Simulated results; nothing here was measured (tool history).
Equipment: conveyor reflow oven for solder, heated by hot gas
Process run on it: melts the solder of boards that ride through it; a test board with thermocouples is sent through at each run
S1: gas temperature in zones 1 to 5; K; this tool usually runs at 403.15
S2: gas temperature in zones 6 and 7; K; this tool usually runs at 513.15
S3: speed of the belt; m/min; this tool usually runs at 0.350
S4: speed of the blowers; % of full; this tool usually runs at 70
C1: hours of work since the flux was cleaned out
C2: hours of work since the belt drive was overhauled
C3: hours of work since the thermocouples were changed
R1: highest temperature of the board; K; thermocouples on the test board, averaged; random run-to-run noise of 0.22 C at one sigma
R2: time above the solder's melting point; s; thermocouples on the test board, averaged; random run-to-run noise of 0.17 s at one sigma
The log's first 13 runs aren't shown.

{"run": 14, "hour": 937.9, "S1": 403.15, "S2": 513.15, "S3": 0.418, "S4": 70, "C1": 241, "C2": 665, "C3": 309, "R1": 491.85, "R2": 62.2}
{"run": 15, "hour": 1008.8, "S1": 403.15, "S2": 513.15, "S3": 0.35, "S4": 70, "C1": 281, "C2": 704, "C3": 349, "R1": 497.85, "R2": 81.9}
{"hour": 1059.2, "done": "flux residue cleaned out of gas plates and filters"}
{"run": 16, "hour": 1059.2, "S1": 409.15, "S2": 503.15, "S3": 0.35, "S4": 79, "C1": 0, "C2": 730, "C3": 374, "R1": 491.55, "R2": 79.8}
{"run": 17, "hour": 1097.9, "S1": 408.15, "S2": 506.15, "S3": 0.35, "S4": 79, "C1": 22, "C2": 751, "C3": 396, "R1": 494.15, "R2": 81.8}
{"run": 18, "hour": 1150.6, "S1": 408.15, "S2": 506.15, "S3": 0.35, "S4": 79, "C1": 51, "C2": 781, "C3": 425, "R1": 493.85, "R2": 82.0}
{"run": 19, "hour": 1241.3, "S1": 403.15, "S2": 505.15, "S3": 0.37, "S4": 70, "C1": 102, "C2": 832, "C3": 476, "R1": 489.55, "R2": 70.4}
{"run": 20, "hour": 1298.8, "S1": 403.15, "S2": 526.15, "S3": 0.35, "S4": 70, "C1": 134, "C2": 864, "C3": 508, "R1": 510.55, "R2": 91.7}
{"run": 21, "hour": 1352.6, "S1": 403.15, "S2": 526.15, "S3": 0.35, "S4": 70, "C1": 164, "C2": 894, "C3": 539, "R1": 510.55, "R2": 92.0}
{"run": 22, "hour": 1404.2, "S1": 393.15, "S2": 515.15, "S3": 0.381, "S4": 85, "C1": 193, "C2": 923, "C3": 568, "R1": 497.85, "R2": 72.3}

Run 23, settings as shown, results not yet in. Your forecast:
{"run": 23, "hour": 1470.2, "S1": 393.15, "S2": 515.15, "S3": 0.381, "S4": 85, "C1": 230, "C2": 960, "C3": 605, "R1": "?", "R2": "?"}

{"run 23": {"R1": 497.85, "R2": 71.9}}
Had the tool carried no hidden state, the very same run would have given R1 499.05 K, R2 72.0 s.

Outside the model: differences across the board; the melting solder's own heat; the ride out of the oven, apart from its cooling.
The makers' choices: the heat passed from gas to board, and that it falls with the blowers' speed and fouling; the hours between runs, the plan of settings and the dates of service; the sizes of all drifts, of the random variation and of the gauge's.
